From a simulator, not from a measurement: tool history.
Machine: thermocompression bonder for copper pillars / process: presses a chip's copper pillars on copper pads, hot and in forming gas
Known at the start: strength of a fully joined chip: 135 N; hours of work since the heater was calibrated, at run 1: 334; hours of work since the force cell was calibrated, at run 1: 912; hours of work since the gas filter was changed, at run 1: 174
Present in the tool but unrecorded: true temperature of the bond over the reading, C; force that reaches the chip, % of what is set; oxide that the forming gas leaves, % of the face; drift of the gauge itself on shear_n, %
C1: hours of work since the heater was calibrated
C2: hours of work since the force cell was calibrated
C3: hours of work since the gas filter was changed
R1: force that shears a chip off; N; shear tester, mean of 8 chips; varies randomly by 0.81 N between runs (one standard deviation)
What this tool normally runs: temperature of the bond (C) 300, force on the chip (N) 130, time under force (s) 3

{"run": 1, "hour": 0.0, "temperature of the bond (C)": 300, "force on the chip (N)": 130, "time under force (s)": 3, "C1": 334, "C2": 912, "C3": 174, "R1": 55.4}
{"run": 2, "hour": 9.3, "temperature of the bond (C)": 300, "force on the chip (N)": 169, "time under force (s)": 3, "C1": 341, "C2": 919, "C3": 180, "R1": 69.5}
{"run": 3, "hour": 16.1, "temperature of the bond (C)": 295, "force on the chip (N)": 169, "time under force (s)": 3, "C1": 346, "C2": 924, "C3": 185, "R1": 65.8}
{"run": 4, "hour": 27.9, "temperature of the bond (C)": 295, "force on the chip (N)": 169, "time under force (s)": 3, "C1": 354, "C2": 932, "C3": 193, "R1": 64.3}
{"run": 5, "hour": 33.5, "temperature of the bond (C)": 295, "force on the chip (N)": 169, "time under force (s)": 3, "C1": 358, "C2": 936, "C3": 197, "R1": 63.6}
{"run": 6, "hour": 43.9, "temperature of the bond (C)": 300, "force on the chip (N)": 130, "time under force (s)": 5, "C1": 365, "C2": 943, "C3": 205, "R1": 65.8}
{"run": 7, "hour": 51.1, "temperature of the bond (C)": 300, "force on the chip (N)": 130, "time under force (s)": 5, "C1": 370, "C2": 948, "C3": 210, "R1": 66.6}
{"run": 8, "hour": 60.7, "temperature of the bond (C)": 300, "force on the chip (N)": 130, "time under force (s)": 5, "C1": 377, "C2": 955, "C3": 216, "R1": 65.9}
{"hour": 63.3, "done": "force cell calibrated"}
{"run": 9, "hour": 74.3, "temperature of the bond (C)": 286, "force on the chip (N)": 99, "time under force (s)": 3, "C1": 385, "C2": 8, "C3": 225, "R1": 36.8}
{"run": 10, "hour": 87.3, "temperature of the bond (C)": 286, "force on the chip (N)": 99, "time under force (s)": 3, "C1": 395, "C2": 17, "C3": 234, "R1": 35.6}
{"run": 11, "hour": 97.5, "temperature of the bond (C)": 286, "force on the chip (N)": 99, "time under force (s)": 3, "C1": 402, "C2": 24, "C3": 241, "R1": 34.9}
{"hour": 99.8, "done": "force cell calibrated, once more"}
{"run": 12, "hour": 107.0, "temperature of the bond (C)": 300, "force on the chip (N)": 130, "time under force (s)": 8, "C1": 407, "C2": 5, "C3": 247, "R1": 78.7}
{"run": 13, "hour": 119.6, "temperature of the bond (C)": 300, "force on the chip (N)": 130, "time under force (s)": 8, "C1": 416, "C2": 14, "C3": 256, "R1": 77.4}
{"run": 14, "hour": 126.6, "temperature of the bond (C)": 300, "force on the chip (N)": 118, "time under force (s)": 2, "C1": 421, "C2": 19, "C3": 261, "R1": 43.7}

Here are 3 independent what-if runs from the current tool condition. What would each one return?
{"run": "A", "hour": 138.6, "temperature of the bond (C)": 272, "force on the chip (N)": 118, "time under force (s)": 2, "C1": 430, "C2": 27, "C3": 269, "R1": "?"}
{"run": "B", "hour": 138.6, "temperature of the bond (C)": 314, "force on the chip (N)": 118, "time under force (s)": 2, "C1": 430, "C2": 27, "C3": 269, "R1": "?"}
{"run": "C", "hour": 138.6, "temperature of the bond (C)": 327, "force on the chip (N)": 130, "time under force (s)": 3, "C1": 430, "C2": 27, "C3": 269, "R1": "?"}

run=A R1=30.2
run=B R1=51.9
run=C R1=72.9
Take away the tool's hidden state, keep each run's random variation, and the runs would have read:
run=A R1=35.2
run=B R1=59.6
run=C R1=83.1
